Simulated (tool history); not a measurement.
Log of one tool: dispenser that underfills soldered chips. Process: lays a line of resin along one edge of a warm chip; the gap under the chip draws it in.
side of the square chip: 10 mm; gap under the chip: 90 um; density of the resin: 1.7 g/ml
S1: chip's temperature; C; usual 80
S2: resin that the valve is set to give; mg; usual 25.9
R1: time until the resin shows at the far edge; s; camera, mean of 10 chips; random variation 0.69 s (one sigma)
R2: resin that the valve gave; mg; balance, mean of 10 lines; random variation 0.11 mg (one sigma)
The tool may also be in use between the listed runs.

run 1 hour=0.0 | S1=80 S2=25.9 | R1=90.0 R2=24.56
-- hour=3.5 new syringe of resin
run 2 hour=8.9 | S1=80 S2=25.9 | R1=78.4 R2=24.47
-- hour=15.0 new syringe of resin
run 3 hour=15.0 | S1=80 S2=31.3 | R1=63.1 R2=29.61
run 4 hour=22.9 | S1=80 S2=31.3 | R1=87.7 R2=29.70
-- hour=26.8 new syringe of resin
run 5 hour=30.0 | S1=80 S2=30.9 | R1=72.4 R2=28.81
run 6 hour=34.6 | S1=80 S2=23.9 | R1=89.4 R2=22.40
-- hour=38.7 new syringe of resin
-- hour=39.7 dispensing valve cleaned and set on the balance
run 7 hour=40.8 | S1=80 S2=25.9 | R1=64.8 R2=25.92
run 8 hour=48.7 | S1=79 S2=25.9 | R1=95.2 R2=25.43
-- hour=51.9 new syringe of resin
run 9 hour=53.4 | S1=74 S2=25.9 | R1=80.8 R2=25.85
run 10 hour=60.7 | S1=75 S2=25.9 | R1=106.2 R2=25.56
-- hour=63.7 new syringe of resin
run 11 hour=70.0 | S1=75 S2=25.9 | R1=95.5 R2=25.42
run 12 hour=74.4 | S1=72 S2=27.2 | R1=129.2 R2=26.72
-- hour=75.4 new syringe of resin
run 13 hour=79.4 | S1=82 S2=26.3 | R1=72.0 R2=25.84
-- hour=87.3 new syringe of resin
run 14 hour=88.4 | S1=74 S2=28.0 | R1=81.7 R2=27.47
run 15 hour=97.2 | S1=74 S2=28.0 | R1=117.2 R2=27.18
-- hour=99.0 new syringe of resin
run 16 hour=102.1 | S1=91 S2=25.5 | R1=51.8 R2=24.72
run 17 hour=109.9 | S1=75 S2=27.5 | R1=115.4 R2=26.49
-- hour=110.7 new syringe of resin
run 18 hour=115.3 | S1=76 S2=23.7 | R1=87.4 R2=23.00
-- hour=122.4 new syringe of resin
run 19 hour=124.6 | S1=90 S2=26.5 | R1=52.2 R2=25.31
run 20 hour=133.3 | S1=92 S2=25.4 | R1=71.8 R2=24.31
-- hour=134.4 new syringe of resin
run 21 hour=137.7 | S1=94 S2=31.8 | R1=48.8 R2=30.39
-- hour=146.5 new syringe of resin
run 22 hour=147.2 | S1=74 S2=24.0 | R1=79.7 R2=22.82

The same runs without the tool's hidden state, with the same run-to-run variation:
The hidden state here: resin's viscosity, % of fresh resin's; dose that the valve gives, % of what is set; true chip temperature over the reading, C; drift of the gauge itself on fill_s, %; drift of the gauge itself on given_mg, %.
run=1 R1=61.5 R2=25.86
run=2 R1=61.9 R2=25.87
run=3 R1=61.9 R2=31.39
run=4 R1=61.6 R2=31.61
run=5 R1=62.1 R2=30.76
run=6 R1=62.7 R2=23.97
run=7 R1=59.9 R2=25.99
run=8 R1=63.0 R2=25.59
run=9 R1=74.1 R2=26.06
run=10 R1=71.6 R2=25.85
run=11 R1=70.3 R2=25.82
run=12 R1=79.4 R2=27.19
run=13 R1=58.9 R2=26.36
run=14 R1=74.5 R2=28.14
run=15 R1=73.5 R2=27.96
run=16 R1=44.2 R2=25.49
run=17 R1=70.5 R2=27.42
run=18 R1=70.7 R2=23.86
run=19 R1=45.8 R2=26.36
run=20 R1=43.3 R2=25.42
run=21 R1=41.1 R2=31.85
run=22 R1=73.7 R2=24.02
